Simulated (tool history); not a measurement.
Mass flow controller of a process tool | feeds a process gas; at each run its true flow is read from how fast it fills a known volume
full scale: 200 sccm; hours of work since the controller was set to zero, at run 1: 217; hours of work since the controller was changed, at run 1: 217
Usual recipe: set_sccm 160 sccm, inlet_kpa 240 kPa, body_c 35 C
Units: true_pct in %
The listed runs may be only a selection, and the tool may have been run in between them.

run,day,set_sccm,inlet_kpa,body_c,hours of work since the controller was set to zero,hours of work since the controller was changed,true_pct
1,0.000,160,240,35,217,217,98.74
2,14.250,160,240,35,367,367,98.84
3,25.333,160,240,35,484,484,98.76
4,37.771,160,240,35,615,615,98.72
5,56.629,160,240,35,813,813,98.81
6,68.338,160,240,35,937,937,98.74
7,78.896,160,240,35,1048,1048,98.75
8,97.158,160,240,35,1240,1240,98.87
9,115.429,160,240,35,1433,1433,98.76
10,135.133,160,240,35,1640,1640,98.72
11,150.358,160,240,35,1800,1800,98.90

Predict the results of run 12:
12,160.529,24,198,35,1907,1907,?

For run 12 the tool returned true_pct 94.69 %.
Take away the tool's hidden state, keep the run-to-run variation as it was, and the same run would have given true_pct 96.63 %.
